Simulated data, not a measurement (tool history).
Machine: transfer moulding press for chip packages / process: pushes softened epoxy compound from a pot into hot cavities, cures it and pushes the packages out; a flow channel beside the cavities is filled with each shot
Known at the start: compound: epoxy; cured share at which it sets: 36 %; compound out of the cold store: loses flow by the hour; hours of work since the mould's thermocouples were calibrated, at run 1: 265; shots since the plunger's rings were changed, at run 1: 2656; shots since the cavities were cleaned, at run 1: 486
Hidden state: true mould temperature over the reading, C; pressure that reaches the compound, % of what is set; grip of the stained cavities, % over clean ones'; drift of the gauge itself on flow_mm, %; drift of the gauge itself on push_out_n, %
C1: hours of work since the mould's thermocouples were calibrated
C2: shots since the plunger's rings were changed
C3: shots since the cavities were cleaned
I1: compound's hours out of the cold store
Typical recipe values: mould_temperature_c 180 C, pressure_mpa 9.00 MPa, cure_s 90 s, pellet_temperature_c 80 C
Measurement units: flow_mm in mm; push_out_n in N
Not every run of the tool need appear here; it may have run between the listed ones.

Run 1, hour 0.0: usual settings; C1 265; C2 2656; C3 486; I1 34.5. Result: flow_mm 824 mm, push_out_n 711 N.
At hour 13.9: plunger's sealing rings changed.
At hour 15.4: cavities cleaned with cleaning compound and waxed.
Run 2, hour 26.9: usual settings; C1 277; C2 119; C3 119; I1 38.0. Result: flow_mm 840 mm, push_out_n 839 N.
Run 3, hour 50.5: usual settings; C1 291; C2 365; C3 365; I1 12.5. Result: flow_mm 920 mm, push_out_n 876 N.
At hour 74.4: cavities cleaned with cleaning compound and waxed.
Run 4, hour 76.5: usual settings; C1 304; C2 621; C3 22; I1 46.2. Result: flow_mm 814 mm, push_out_n 433 N.
At hour 95.5: mould's thermocouples calibrated.
Run 5, hour 106.5: usual settings but cure_s 101 s; C1 6; C2 913; C3 314; I1 36.4. Result: flow_mm 841 mm, push_out_n 562 N.
At hour 133.6: cavities cleaned with cleaning compound and waxed.
Run 6, hour 141.5: usual settings but mould_temperature_c 174 C; C1 25; C2 1262; C3 82; I1 47.2. Result: flow_mm 815 mm, push_out_n 674 N.
Run 7, hour 179.7: usual settings but mould_temperature_c 175 C; C1 46; C2 1660; C3 480; I1 23.7. Result: flow_mm 881 mm, push_out_n 973 N.
At hour 193.0: cavities cleaned with cleaning compound and waxed.
Run 8, hour 221.6: usual settings; C1 68; C2 2082; C3 299; I1 47.1. Result: flow_mm 790 mm, push_out_n 595 N.
At hour 232.3: cavities cleaned with cleaning compound and waxed, once more.
Run 9, hour 263.9: usual settings but pressure_mpa 9.81 MPa; C1 91; C2 2507; C3 329; I1 44.3. Result: flow_mm 832 mm, push_out_n 631 N.
At hour 291.2: plunger's sealing rings changed.
At hour 292.7: cavities cleaned with cleaning compound and waxed.
Run 10, hour 300.1: usual settings but pressure_mpa 9.81 MPa; C1 109; C2 77; C3 77; I1 29.4. Result: flow_mm 913 mm, push_out_n 493 N.
Run 11, hour 330.9: usual settings; C1 126; C2 398; C3 398; I1 17.7. Result: flow_mm 902 mm, push_out_n 712 N.
At hour 350.3: cavities cleaned with cleaning compound and waxed.
Run 12, hour 353.3: usual settings but pressure_mpa 10.12 MPa; C1 138; C2 617; C3 32; I1 40.6. Result: flow_mm 880 mm, push_out_n 447 N.
Run 13, hour 384.8: usual settings but pellet_temperature_c 74 C; C1 155; C2 945; C3 360; I1 9.6. Result: flow_mm 923 mm, push_out_n 687 N.
Run 14, hour 404.7: usual settings but pressure_mpa 7.96 MPa, cure_s 83 s; C1 166; C2 1153; C3 568; I1 33.2. Result: flow_mm 793 mm, push_out_n 860 N.
At hour 410.4: cavities cleaned with cleaning compound and waxed.
Run 15, hour 441.8: usual settings but cure_s 88 s, pellet_temperature_c 89 C; C1 186; C2 1524; C3 328; I1 13.9. Result: flow_mm 894 mm, push_out_n 648 N.
At hour 468.2: cavities cleaned with cleaning compound and waxed.
Run 16, hour 489.1: usual settings but mould_temperature_c 179 C, cure_s 70 s, pellet_temperature_c 74 C; C1 211; C2 2001; C3 218; I1 16.3. Result: flow_mm 887 mm, push_out_n 1171 N.
At hour 527.8: cavities cleaned with cleaning compound and waxed.
Run 17, hour 530.6: usual settings but mould_temperature_c 174 C, pressure_mpa 10.36 MPa, cure_s 97 s, pellet_temperature_c 87 C; C1 234; C2 2419; C3 29; I1 24.8. Result: flow_mm 931 mm, push_out_n 533 N.
Run 18, hour 558.3: usual settings but pellet_temperature_c 85 C; C1 249; C2 2707; C3 317; I1 38.0. Result: flow_mm 810 mm, push_out_n 611 N.
At hour 569.4: plunger's sealing rings changed.
At hour 589.7: cavities cleaned with cleaning compound and waxed.
Run 19, hour 601.3: usual settings but pellet_temperature_c 85 C; C1 271; C2 316; C3 121; I1 20.3. Result: flow_mm 895 mm, push_out_n 506 N.
Run 20, hour 642.3: usual settings but mould_temperature_c 174 C, pellet_temperature_c 89 C; C1 293; C2 744; C3 549; I1 33.0. Result: flow_mm 864 mm, push_out_n 1010 N.
At hour 647.8: cavities cleaned with cleaning compound and waxed.
Run 21, hour 674.7: usual settings but mould_temperature_c 174 C, pellet_temperature_c 89 C; C1 311; C2 1066; C3 280; I1 26.8. Result: flow_mm 882 mm, push_out_n 854 N.
At hour 681.1: mould's thermocouples calibrated.
Run 22, hour 704.4: usual settings but mould_temperature_c 182 C, pressure_mpa 9.28 MPa, pellet_temperature_c 75 C; C1 13; C2 1355; C3 569; I1 29.7. Result: flow_mm 862 mm, push_out_n 682 N.
At hour 709.7: cavities cleaned with cleaning compound and waxed.
Run 23, hour 729.6: usual settings but mould_temperature_c 182 C, pressure_mpa 10.27 MPa, cure_s 80 s, pellet_temperature_c 83 C; C1 26; C2 1602; C3 208; I1 34.8. Result: flow_mm 885 mm, push_out_n 649 N.

4 options for the next run, each taken on its own from the tool as it stands now. Forecast them:
Run A, hour 753.8: usual settings but mould_temperature_c 182 C, pressure_mpa 10.27 MPa, cure_s 83 s, pellet_temperature_c 83 C; C1 40; C2 1854; C3 460; I1 39.2. Result: flow_mm ?, push_out_n ?.
Run B, hour 753.8: usual settings; C1 40; C2 1854; C3 460; I1 35.7. Result: flow_mm ?, push_out_n ?.
Run C, hour 753.8: usual settings but cure_s 82 s; C1 40; C2 1854; C3 460; I1 27.6. Result: flow_mm ?, push_out_n ?.
Run D, hour 753.8: usual settings but mould_temperature_c 187 C, pressure_mpa 10.27 MPa, cure_s 80 s, pellet_temperature_c 83 C; C1 40; C2 1854; C3 460; I1 18.1. Result: flow_mm ?, push_out_n ?.

run  flow_mm  push_out_n
  A      873         707
  B      830         731
  C      856         861
  D      924         626
Without the tool's unlogged condition, the same runs would have read:
run  flow_mm  push_out_n
  A      900         418
  B      856         434
  C      883         505
  D      953         370
